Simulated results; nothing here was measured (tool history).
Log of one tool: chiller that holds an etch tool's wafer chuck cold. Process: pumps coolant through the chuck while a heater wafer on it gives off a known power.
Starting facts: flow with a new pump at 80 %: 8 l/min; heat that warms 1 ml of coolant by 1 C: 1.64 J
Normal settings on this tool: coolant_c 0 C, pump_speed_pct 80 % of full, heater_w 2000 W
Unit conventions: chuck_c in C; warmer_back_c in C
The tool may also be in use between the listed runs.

run     day  coolant_c  pump_speed_pct  heater_w  chuck_c  warmer_back_c
  1       0          0              80      2000     16.6           9.07
  2   6.925          0              80      2458     20.5          11.21
  3  10.775          0              80      2271     18.9          10.45
  4  17.096          0              80      2000     16.5           9.11
  5  22.675          0              80      2000     16.5           9.12
  6  27.396          0              80      2000     16.7           9.14
     32.162  -- chiller's thermometer calibrated
  7  33.388         -8              80      2000      8.8           9.16
  8  38.996          0              80      2000     16.6           9.16
  9  45.617          0              80      2000     16.7           9.23
 10  49.971          0              80      2000     16.7           9.12
 11  55.496          0              80      2000     16.7           9.19
 12  59.892          0              80      2000     16.7           9.13

For run 13, what comes out?
 13  64.238          0              80      2000        ?              ?

{"run 13": {"chuck_c": 16.7, "warmer_back_c": 9.18}}
With no hidden state in the tool, this same run would have given chuck_c 16.7 C, warmer_back_c 9.18 C.
